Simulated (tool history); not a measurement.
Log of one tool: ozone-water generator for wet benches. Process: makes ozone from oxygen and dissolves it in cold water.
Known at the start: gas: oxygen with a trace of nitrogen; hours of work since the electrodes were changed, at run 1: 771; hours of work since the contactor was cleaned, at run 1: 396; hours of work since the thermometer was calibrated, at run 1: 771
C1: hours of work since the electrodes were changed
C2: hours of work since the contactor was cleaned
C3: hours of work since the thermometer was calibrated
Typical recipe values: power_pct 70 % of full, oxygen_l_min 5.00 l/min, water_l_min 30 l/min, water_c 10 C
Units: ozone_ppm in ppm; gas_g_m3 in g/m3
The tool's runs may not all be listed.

run 1 hour=0.0 | power_pct=70 oxygen_l_min=5.00 water_l_min=30 water_c=10 | C1=771 C2=396 C3=771 | ozone_ppm=23.9 gas_g_m3=245.8
run 2 hour=40.6 | power_pct=70 oxygen_l_min=5.00 water_l_min=22 water_c=10 | C1=808 C2=433 C3=808 | ozone_ppm=32.0 gas_g_m3=243.5
run 3 hour=78.8 | power_pct=70 oxygen_l_min=5.00 water_l_min=42 water_c=10 | C1=843 C2=468 C3=843 | ozone_ppm=17.2 gas_g_m3=242.7
run 4 hour=123.0 | power_pct=70 oxygen_l_min=5.00 water_l_min=42 water_c=10 | C1=884 C2=509 C3=884 | ozone_ppm=17.1 gas_g_m3=244.2
run 5 hour=164.0 | power_pct=70 oxygen_l_min=5.00 water_l_min=42 water_c=10 | C1=922 C2=547 C3=922 | ozone_ppm=17.2 gas_g_m3=243.8
run 6 hour=215.9 | power_pct=70 oxygen_l_min=5.00 water_l_min=42 water_c=10 | C1=970 C2=595 C3=970 | ozone_ppm=17.2 gas_g_m3=246.3
run 7 hour=265.8 | power_pct=76 oxygen_l_min=3.48 water_l_min=39 water_c=9 | C1=1016 C2=641 C3=1016 | ozone_ppm=17.7 gas_g_m3=310.2
run 8 hour=336.6 | power_pct=67 oxygen_l_min=3.48 water_l_min=39 water_c=9 | C1=1081 C2=706 C3=1081 | ozone_ppm=15.9 gas_g_m3=273.8
run 9 hour=375.4 | power_pct=89 oxygen_l_min=3.70 water_l_min=35 water_c=8 | C1=1117 C2=742 C3=1117 | ozone_ppm=23.6 gas_g_m3=347.3
run 10 hour=408.4 | power_pct=57 oxygen_l_min=3.70 water_l_min=19 water_c=8 | C1=1148 C2=772 C3=1148 | ozone_ppm=28.1 gas_g_m3=230.4

Below are 5 alternative next runs, each starting from the tool's condition after run 10. Predict each:
run A hour=481.6 | power_pct=94 oxygen_l_min=8.69 water_l_min=29 water_c=8 | C1=1215 C2=840 C3=1215 | ozone_ppm=? gas_g_m3=?
run B hour=481.6 | power_pct=70 oxygen_l_min=5.00 water_l_min=22 water_c=10 | C1=1215 C2=840 C3=1215 | ozone_ppm=? gas_g_m3=?
run C hour=481.6 | power_pct=57 oxygen_l_min=5.33 water_l_min=19 water_c=8 | C1=1215 C2=840 C3=1215 | ozone_ppm=? gas_g_m3=?
run D hour=481.6 | power_pct=75 oxygen_l_min=3.70 water_l_min=23 water_c=8 | C1=1215 C2=840 C3=1215 | ozone_ppm=? gas_g_m3=?
run E hour=481.6 | power_pct=94 oxygen_l_min=5.00 water_l_min=40 water_c=14 | C1=1215 C2=840 C3=1215 | ozone_ppm=? gas_g_m3=?

run=A ozone_ppm=37.2 gas_g_m3=250.1
run=B ozone_ppm=31.7 gas_g_m3=242.6
run=C ozone_ppm=30.2 gas_g_m3=194.9
run=D ozone_ppm=30.6 gas_g_m3=294.8
run=E ozone_ppm=22.9 gas_g_m3=318.4
Had the tool no hidden state, the same runs would have come out as:
run=A ozone_ppm=37.2 gas_g_m3=252.9
run=B ozone_ppm=31.7 gas_g_m3=245.3
run=C ozone_ppm=30.2 gas_g_m3=197.0
run=D ozone_ppm=30.7 gas_g_m3=298.2
run=E ozone_ppm=22.9 gas_g_m3=322.0
